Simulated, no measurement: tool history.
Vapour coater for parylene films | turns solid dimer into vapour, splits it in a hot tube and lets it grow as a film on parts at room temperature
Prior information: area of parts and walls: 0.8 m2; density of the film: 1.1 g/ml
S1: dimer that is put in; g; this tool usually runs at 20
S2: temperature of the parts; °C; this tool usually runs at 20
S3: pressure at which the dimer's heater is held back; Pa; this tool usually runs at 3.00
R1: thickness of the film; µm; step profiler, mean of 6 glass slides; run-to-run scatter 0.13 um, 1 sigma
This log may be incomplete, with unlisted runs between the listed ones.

run,hour,S1,S2,S3,R1
1,0.0,20,20,3.00,15.64
2,20.3,20,20,7.81,12.40
3,60.6,20,26,3.00,13.87
4,100.5,20,20,2.51,15.61
5,127.9,20,20,3.00,14.78
6,166.6,10,20,3.00,7.32
7,199.8,20,20,3.00,14.66
8,221.4,20,20,3.00,14.32
# hour 229.9: trap's valve overhauled
9,262.6,20,20,3.00,15.93
10,288.9,20,20,3.00,15.56
11,324.0,23,20,6.85,14.68

3 options for the next run, each taken on its own from the tool as it stands now. Forecast them:
A,360.5,23,20,7.52,?
B,360.5,27,14,6.85,?
C,360.5,34,20,3.00,?

run,R1
A,14.33
B,18.88
C,26.03
Stripped of hidden state, with their random variation kept, the same runs would have yielded:
run,R1
A,15.06
B,19.86
C,27.38

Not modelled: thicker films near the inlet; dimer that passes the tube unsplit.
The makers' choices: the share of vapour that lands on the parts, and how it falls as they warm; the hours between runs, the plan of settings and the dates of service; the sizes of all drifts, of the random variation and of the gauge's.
